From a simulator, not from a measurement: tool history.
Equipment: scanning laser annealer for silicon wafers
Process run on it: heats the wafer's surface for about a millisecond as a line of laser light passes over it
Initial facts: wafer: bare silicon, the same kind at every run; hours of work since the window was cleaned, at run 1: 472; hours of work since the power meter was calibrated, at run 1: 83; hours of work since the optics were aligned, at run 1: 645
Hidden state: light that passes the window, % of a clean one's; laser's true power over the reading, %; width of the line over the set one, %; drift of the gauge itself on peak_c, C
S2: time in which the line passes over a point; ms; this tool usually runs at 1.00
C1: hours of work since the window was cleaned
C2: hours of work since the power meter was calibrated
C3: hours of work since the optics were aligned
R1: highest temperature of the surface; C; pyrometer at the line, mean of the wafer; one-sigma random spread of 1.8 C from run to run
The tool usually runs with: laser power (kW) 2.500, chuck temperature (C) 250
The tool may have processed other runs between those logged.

run 1 hour=0.0 | laser_power_(kW)=2.500 S2=1.00 chuck_temperature_(C)=250 | C1=472 C2=83 C3=645 | R1=1011
run 2 hour=7.4 | laser_power_(kW)=2.500 S2=1.00 chuck_temperature_(C)=250 | C1=476 C2=87 C3=649 | R1=1008
run 3 hour=18.0 | laser_power_(kW)=2.500 S2=1.00 chuck_temperature_(C)=250 | C1=481 C2=92 C3=654 | R1=1011
run 4 hour=30.3 | laser_power_(kW)=2.500 S2=1.00 chuck_temperature_(C)=250 | C1=487 C2=98 C3=661 | R1=1009
run 5 hour=41.8 | laser_power_(kW)=2.500 S2=1.00 chuck_temperature_(C)=250 | C1=493 C2=104 C3=666 | R1=1009
run 6 hour=58.6 | laser_power_(kW)=2.500 S2=1.09 chuck_temperature_(C)=250 | C1=501 C2=112 C3=675 | R1=1037
run 7 hour=69.1 | laser_power_(kW)=2.500 S2=1.00 chuck_temperature_(C)=250 | C1=507 C2=118 C3=680 | R1=1009
run 8 hour=78.9 | laser_power_(kW)=2.500 S2=1.00 chuck_temperature_(C)=250 | C1=512 C2=123 C3=685 | R1=1009
run 9 hour=92.2 | laser_power_(kW)=2.500 S2=1.00 chuck_temperature_(C)=250 | C1=518 C2=129 C3=692 | R1=1009
run 10 hour=103.7 | laser_power_(kW)=2.500 S2=1.00 chuck_temperature_(C)=250 | C1=524 C2=135 C3=697 | R1=1009
run 11 hour=111.1 | laser_power_(kW)=2.500 S2=1.00 chuck_temperature_(C)=250 | C1=528 C2=139 C3=701 | R1=1009
run 12 hour=122.1 | laser_power_(kW)=2.500 S2=1.00 chuck_temperature_(C)=250 | C1=533 C2=144 C3=707 | R1=1008
run 13 hour=134.7 | laser_power_(kW)=2.500 S2=1.00 chuck_temperature_(C)=249 | C1=540 C2=150 C3=713 | R1=1006
run 14 hour=150.9 | laser_power_(kW)=2.500 S2=1.00 chuck_temperature_(C)=249 | C1=548 C2=159 C3=721 | R1=1007
run 15 hour=167.5 | laser_power_(kW)=2.500 S2=1.00 chuck_temperature_(C)=249 | C1=556 C2=167 C3=729 | R1=1004
run 16 hour=177.9 | laser_power_(kW)=2.500 S2=1.00 chuck_temperature_(C)=249 | C1=561 C2=172 C3=735 | R1=1006
run 17 hour=190.8 | laser_power_(kW)=2.500 S2=1.00 chuck_temperature_(C)=249 | C1=568 C2=179 C3=741 | R1=1005
run 18 hour=202.9 | laser_power_(kW)=2.500 S2=1.00 chuck_temperature_(C)=249 | C1=574 C2=185 C3=747 | R1=1005
run 19 hour=213.3 | laser_power_(kW)=2.500 S2=1.00 chuck_temperature_(C)=249 | C1=579 C2=190 C3=752 | R1=1005
run 20 hour=228.2 | laser_power_(kW)=2.500 S2=1.00 chuck_temperature_(C)=286 | C1=586 C2=197 C3=760 | R1=1042
run 21 hour=243.7 | laser_power_(kW)=2.472 S2=0.99 chuck_temperature_(C)=250 | C1=594 C2=205 C3=767 | R1=996
run 22 hour=258.7 | laser_power_(kW)=2.537 S2=0.99 chuck_temperature_(C)=250 | C1=602 C2=213 C3=775 | R1=1014
run 23 hour=271.6 | laser_power_(kW)=2.537 S2=0.99 chuck_temperature_(C)=250 | C1=608 C2=219 C3=781 | R1=1013
run 24 hour=287.1 | laser_power_(kW)=2.537 S2=0.99 chuck_temperature_(C)=250 | C1=616 C2=227 C3=789 | R1=1010
-- hour=291.6 laser's power meter calibrated
run 25 hour=298.2 | laser_power_(kW)=2.238 S2=1.00 chuck_temperature_(C)=250 | C1=620 C2=3 C3=793 | R1=932
run 26 hour=312.6 | laser_power_(kW)=2.500 S2=1.00 chuck_temperature_(C)=221 | C1=627 C2=10 C3=800 | R1=975
run 27 hour=325.1 | laser_power_(kW)=2.500 S2=1.00 chuck_temperature_(C)=221 | C1=633 C2=17 C3=807 | R1=975
run 28 hour=332.9 | laser_power_(kW)=2.500 S2=1.00 chuck_temperature_(C)=221 | C1=637 C2=21 C3=811 | R1=977
run 29 hour=345.8 | laser_power_(kW)=2.500 S2=1.00 chuck_temperature_(C)=221 | C1=644 C2=27 C3=817 | R1=974
run 30 hour=355.0 | laser_power_(kW)=2.500 S2=1.00 chuck_temperature_(C)=221 | C1=648 C2=32 C3=822 | R1=973
run 31 hour=371.4 | laser_power_(kW)=2.341 S2=0.77 chuck_temperature_(C)=234 | C1=657 C2=40 C3=830 | R1=865
-- hour=377.8 laser's power meter calibrated, once more
run 32 hour=381.6 | laser_power_(kW)=2.341 S2=0.77 chuck_temperature_(C)=234 | C1=660 C2=2 C3=833 | R1=866
run 33 hour=393.7 | laser_power_(kW)=2.696 S2=1.06 chuck_temperature_(C)=211 | C1=666 C2=8 C3=840 | R1=1042
run 34 hour=409.3 | laser_power_(kW)=2.696 S2=1.06 chuck_temperature_(C)=211 | C1=674 C2=16 C3=847 | R1=1041
run 35 hour=417.0 | laser_power_(kW)=2.331 S2=0.82 chuck_temperature_(C)=222 | C1=678 C2=20 C3=851 | R1=869
run 36 hour=426.5 | laser_power_(kW)=2.212 S2=0.82 chuck_temperature_(C)=256 | C1=683 C2=24 C3=856 | R1=877
run 37 hour=438.5 | laser_power_(kW)=2.134 S2=1.00 chuck_temperature_(C)=271 | C1=689 C2=30 C3=862 | R1=926
run 38 hour=451.5 | laser_power_(kW)=2.134 S2=1.15 chuck_temperature_(C)=271 | C1=695 C2=37 C3=869 | R1=969
run 39 hour=466.0 | laser_power_(kW)=2.594 S2=0.99 chuck_temperature_(C)=250 | C1=702 C2=44 C3=876 | R1=1024
run 40 hour=481.3 | laser_power_(kW)=2.594 S2=0.99 chuck_temperature_(C)=250 | C1=710 C2=52 C3=883 | R1=1023

Here are 5 independent what-if runs from the current tool condition. What would each one return?
run A hour=493.8 | laser_power_(kW)=2.666 S2=0.99 chuck_temperature_(C)=260 | C1=716 C2=58 C3=890 | R1=?
run B hour=493.8 | laser_power_(kW)=2.500 S2=1.00 chuck_temperature_(C)=250 | C1=716 C2=58 C3=890 | R1=?
run C hour=493.8 | laser_power_(kW)=2.500 S2=1.00 chuck_temperature_(C)=218 | C1=716 C2=58 C3=890 | R1=?
run D hour=493.8 | laser_power_(kW)=2.568 S2=1.24 chuck_temperature_(C)=270 | C1=716 C2=58 C3=890 | R1=?
run E hour=493.8 | laser_power_(kW)=2.500 S2=1.00 chuck_temperature_(C)=281 | C1=716 C2=58 C3=890 | R1=?

run=A R1=1054
run=B R1=1005
run=C R1=972
run=D R1=1123
run=E R1=1038
Had the tool no hidden state, the same runs would have come out as:
run=A R1=1076
run=B R1=1026
run=C R1=993
run=D R1=1147
run=E R1=1060
